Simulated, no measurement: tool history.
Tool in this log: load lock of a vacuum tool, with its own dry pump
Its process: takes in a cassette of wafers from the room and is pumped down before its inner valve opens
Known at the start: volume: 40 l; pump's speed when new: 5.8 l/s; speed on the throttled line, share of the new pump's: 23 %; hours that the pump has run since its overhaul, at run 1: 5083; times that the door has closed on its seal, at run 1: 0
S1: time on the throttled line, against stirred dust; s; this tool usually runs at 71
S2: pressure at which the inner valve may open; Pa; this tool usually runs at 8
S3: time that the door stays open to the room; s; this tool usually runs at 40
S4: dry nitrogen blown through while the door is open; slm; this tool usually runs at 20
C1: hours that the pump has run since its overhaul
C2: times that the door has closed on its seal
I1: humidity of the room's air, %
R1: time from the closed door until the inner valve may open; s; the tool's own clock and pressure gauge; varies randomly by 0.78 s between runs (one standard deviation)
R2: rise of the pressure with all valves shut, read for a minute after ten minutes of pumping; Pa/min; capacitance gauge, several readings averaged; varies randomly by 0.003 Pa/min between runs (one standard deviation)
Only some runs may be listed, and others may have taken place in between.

run 1 day=0.000 | S1=71 S2=8 S3=40 S4=20 | C1=5083 C2=0 | I1=44.1 | R1=122.0 R2=0.023
run 2 day=14.329 | S1=71 S2=8 S3=40 S4=20 | C1=5427 C2=1407 | I1=48.5 | R1=123.0 R2=0.030
run 3 day=27.592 | S1=71 S2=8 S3=40 S4=20 | C1=5745 C2=2709 | I1=43.2 | R1=123.2 R2=0.038
run 4 day=55.225 | S1=71 S2=8 S3=40 S4=20 | C1=6408 C2=5422 | I1=51.0 | R1=123.5 R2=0.069
run 5 day=81.512 | S1=71 S2=8 S3=40 S4=20 | C1=7039 C2=8003 | I1=45.0 | R1=123.1 R2=0.104
run 6 day=100.588 | S1=71 S2=8 S3=40 S4=20 | C1=7497 C2=9876 | I1=43.5 | R1=122.4 R2=0.123
run 7 day=113.888 | S1=71 S2=8 S3=40 S4=5 | C1=7816 C2=11181 | I1=43.3 | R1=123.0 R2=0.149
run 8 day=140.012 | S1=71 S2=8 S3=40 S4=20 | C1=8443 C2=13746 | I1=43.9 | R1=124.5 R2=0.185
run 9 day=161.612 | S1=71 S2=8 S3=40 S4=20 | C1=8962 C2=15867 | I1=45.0 | R1=124.2 R2=0.216
run 10 day=186.283 | S1=71 S2=8 S3=40 S4=20 | C1=9554 C2=18289 | I1=45.2 | R1=124.8 R2=0.269
run 11 day=205.250 | S1=71 S2=8 S3=40 S4=20 | C1=10009 C2=20151 | I1=46.9 | R1=124.2 R2=0.306
run 12 day=232.479 | S1=71 S2=8 S3=40 S4=20 | C1=10662 C2=22825 | I1=44.6 | R1=125.2 R2=0.368
run 13 day=244.833 | S1=71 S2=8 S3=40 S4=20 | C1=10959 C2=24037 | I1=44.9 | R1=126.0 R2=0.394
run 14 day=259.467 | S1=71 S2=8 S3=40 S4=20 | C1=11310 C2=25474 | I1=44.5 | R1=125.8 R2=0.416
run 15 day=280.750 | S1=65 S2=6 S3=61 S4=20 | C1=11821 C2=27564 | I1=43.3 | R1=124.5 R2=0.482
run 16 day=297.796 | S1=65 S2=13 S3=61 S4=17 | C1=12230 C2=29237 | I1=44.0 | R1=117.5 R2=0.549
run 17 day=319.162 | S1=65 S2=13 S3=61 S4=17 | C1=12743 C2=31335 | I1=45.3 | R1=118.3 R2=0.613
run 18 day=339.046 | S1=71 S2=13 S3=40 S4=20 | C1=13220 C2=33287 | I1=46.8 | R1=123.7 R2=0.689
-- day=354.683 door's seal changed, seat wiped
run 19 day=356.396 | S1=83 S2=9 S3=40 S4=20 | C1=13635 C2=168 | I1=46.9 | R1=135.3 R2=0.026
run 20 day=376.662 | S1=125 S2=9 S3=233 S4=20 | C1=14121 C2=2158 | I1=47.5 | R1=165.4 R2=0.055
run 21 day=397.542 | S1=40 S2=8 S3=43 S4=22 | C1=14622 C2=4208 | I1=42.5 | R1=104.0 R2=0.049

Hidden state or all else? Some run-to-run changes of R1, split into what the settings, what came in and random variation would give without the hidden state, and what is left for the hidden state (with any gauge scatter that isn't in both results):
Unlogged tool condition in this case: pump's speed, % of a new pump's; leak at the door's seal, Pa l/s; drift of the gauge itself on ready_s, %; drift of the gauge itself on rise_pa_min, %.
Run 19 -> 20: S1 83 -> 125, S3 40 -> 233. R1 +30.1 s: hidden state -1.2, all else +31.3.
Run 20 -> 21: S1 125 -> 40, S2 9 -> 8, S3 233 -> 43, S4 20 -> 22. R1 -61.4 s: hidden state +3.3, all else -64.7.
